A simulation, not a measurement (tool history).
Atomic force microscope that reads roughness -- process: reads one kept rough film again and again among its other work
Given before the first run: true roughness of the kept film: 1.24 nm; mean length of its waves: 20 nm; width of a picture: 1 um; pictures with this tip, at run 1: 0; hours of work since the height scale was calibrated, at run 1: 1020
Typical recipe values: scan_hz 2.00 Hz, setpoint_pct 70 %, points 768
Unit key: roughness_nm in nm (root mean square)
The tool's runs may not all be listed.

run	hour	scan_hz	setpoint_pct	points	pictures with this tip	hours of work since the height scale was calibrated	roughness_nm
1	0.0	2.00	70	768	0	1020	1.034
2	36.6	2.00	70	768	83	1047	0.857
# hour 54.2: new tip fitted
3	69.6	2.00	70	768	35	1070	0.966
4	85.8	2.00	70	330	72	1082	0.871
# hour 107.5: new tip fitted
5	114.3	2.00	70	330	15	1103	0.975
6	144.0	2.00	70	330	83	1124	0.844
# hour 162.1: new tip fitted
7	172.4	0.84	70	768	24	1144	1.010
8	206.1	2.00	56	768	101	1169	0.869
# hour 215.0: new tip fitted
9	237.6	2.00	56	768	51	1192	0.961
# hour 267.9: new tip fitted
10	275.4	2.00	56	768	18	1219	1.033
11	306.2	2.00	84	768	88	1241	0.800
# hour 322.2: new tip fitted
12	343.5	2.00	84	768	49	1268	0.869
# hour 375.6: new tip fitted
13	377.6	2.00	84	768	4	1292	0.962
14	405.3	2.00	84	768	68	1312	0.849
# hour 429.6: new tip fitted
15	433.9	2.00	84	768	10	1333	0.947
16	464.5	2.00	84	768	80	1355	0.823
# hour 482.7: new tip fitted
17	489.7	2.00	84	768	16	1373	0.948
18	513.8	2.00	84	768	71	1390	0.823
# hour 536.4: new tip fitted
19	551.8	0.62	62	306	35	1418	0.998
# hour 554.8: height scale calibrated on a step standard
20	584.7	0.84	89	375	108	22	0.810
# hour 590.8: new tip fitted
21	610.4	1.35	70	997	45	40	0.964
22	640.7	1.35	80	997	114	62	0.810
# hour 644.4: new tip fitted
23	657.4	0.56	70	768	30	74	1.018
# hour 667.8: height scale calibrated on a step standard, once more
24	681.7	2.29	70	883	83	10	0.851
# hour 700.2: new tip fitted
25	710.9	2.67	58	883	25	31	1.005
26	738.2	2.00	77	934	87	51	0.842
# hour 753.1: new tip fitted
27	764.8	2.00	73	283	26	70	0.932
28	791.5	2.00	73	283	87	89	0.819
# hour 807.1: new tip fitted
29	810.3	2.00	73	283	7	102	0.973
30	839.6	2.00	73	768	74	124	0.875
# hour 860.4: new tip fitted
31	876.1	0.65	70	343	36	150	0.975
32	895.6	0.65	70	343	80	164	0.879
# hour 913.4: new tip fitted
33	913.4	1.92	63	934	0	177	1.057
34	948.9	2.00	56	451	81	203	0.878

Alternative continuations, all from the tool just after run 34; predict every row:
# hour 967.8: new tip fitted
A	977.3	2.00	68	360	22	223	?
# hour 967.8: new tip fitted
B	977.3	0.60	61	426	22	223	?
# hour 967.8: new tip fitted
C	977.3	0.85	66	451	22	223	?
# hour 967.8: new tip fitted
D	977.3	1.74	60	359	22	223	?
# hour 967.8: new tip fitted
E	977.3	2.46	71	451	22	223	?

run	roughness_nm
A	0.970
B	1.013
C	1.018
D	1.003
E	0.957
Without the tool's hidden state the same runs would have given:
run	roughness_nm
A	1.024
B	1.070
C	1.074
D	1.059
E	1.010

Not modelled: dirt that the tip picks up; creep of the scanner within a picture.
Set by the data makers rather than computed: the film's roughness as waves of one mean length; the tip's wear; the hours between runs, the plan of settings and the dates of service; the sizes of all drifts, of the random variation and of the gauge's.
